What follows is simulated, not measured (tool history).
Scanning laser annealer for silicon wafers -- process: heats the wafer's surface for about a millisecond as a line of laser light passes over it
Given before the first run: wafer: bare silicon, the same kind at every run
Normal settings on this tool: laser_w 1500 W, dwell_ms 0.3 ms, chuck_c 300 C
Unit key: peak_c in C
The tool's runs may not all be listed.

run	day	laser_w	dwell_ms	chuck_c	peak_c
1	0	1500	0.3	300	1048
2	1.35	1500	0.3	300	1083
3	3.254	1500	0.28	300	1058
4	4.917	1500	0.28	300	1056
5	5.967	1500	0.28	300	1056
6	7.025	1500	0.28	300	1055
7	8.65	1381	0.3	300	1003
8	10.333	1381	0.3	300	1004
9	12.246	1381	0.3	300	998
10	13.317	1455	0.3	300	1040
11	14.75	1455	0.3	300	1040
12	16.171	1500	0.3	300	1070
13	17.754	1500	0.3	294	1061
14	19.258	1500	0.3	300	1067
15	20.883	1500	0.3	300	1062
16	21.904	1500	0.3	300	1062
17	22.817	1500	0.3	300	1065
18	23.929	1500	0.3	300	1058
19	24.967	1500	0.3	300	1056
20	25.888	1500	0.3	300	1058
21	27.967	1500	0.3	300	1054
22	29.325	1378	0.353	300	1032
23	30.433	1378	0.353	300	1032
24	32.2	1292	0.231	298	863
25	33.908	1323	0.231	298	876
26	35.046	1500	0.239	300	980
27	36.912	1500	0.239	300	977
28	38.483	1301	0.333	268	953
29	40.367	1444	0.259	268	958
30	42.379	1413	0.215	300	921
31	43.475	1303	0.3	311	958
32	45.579	1303	0.3	276	923
33	47.392	1303	0.3	276	939
34	48.775	1423	0.223	276	918
35	50.883	1500	0.281	322	1077
36	52.792	1500	0.28	284	1035
37	53.75	1500	0.28	284	1033
38	55.258	1500	0.28	284	1030
39	56.4	1377	0.342	260	996
40	57.371	1294	0.213	300	856
41	58.717	1500	0.303	304	1074

Missing from the log above: 4 entries noted between runs. For each, name the pair of listed runs it sits between and say how the tool's hidden condition differs from the listed run just before to the listed run just after:
Logged between run 1 and run 2: window over the wafer cleaned (day 1.15)
  light that passes the window, % of a clean one's: 95.88 -> 99.68; laser's true power over the reading, %: 0.34 -> 0.35; width of the line over the set one, %: 0.95 -> 0.97
  the result without the hidden state subtracted from the measured one, peak_c: -40 -> -5 C
Logged between run 27 and run 28: window over the wafer cleaned (day 37.942)
  light that passes the window, % of a clean one's: 95.86 -> 99.23; laser's true power over the reading, %: 0.58 -> 0.59; width of the line over the set one, %: 1.61 -> 1.64
  the result without the hidden state subtracted from the measured one, peak_c: -38 -> -10 C
Logged between run 28 and run 29: optics aligned, line set to its width (day 38.879)
  light that passes the window, % of a clean one's: 99.23 -> 99.05; laser's true power over the reading, %: 0.59 -> 0.6; width of the line over the set one, %: 1.64 -> 2.7
  the result without the hidden state subtracted from the measured one, peak_c: -10 -> -17 C
Logged between run 32 and run 33: optics aligned, line set to its width, once more (day 46.642)
  light that passes the window, % of a clean one's: 98.5 -> 98.33; laser's true power over the reading, %: 0.64 -> 0.65; width of the line over the set one, %: 2.79 -> 0.16
  the result without the hidden state subtracted from the measured one, peak_c: -20 -> -9 C

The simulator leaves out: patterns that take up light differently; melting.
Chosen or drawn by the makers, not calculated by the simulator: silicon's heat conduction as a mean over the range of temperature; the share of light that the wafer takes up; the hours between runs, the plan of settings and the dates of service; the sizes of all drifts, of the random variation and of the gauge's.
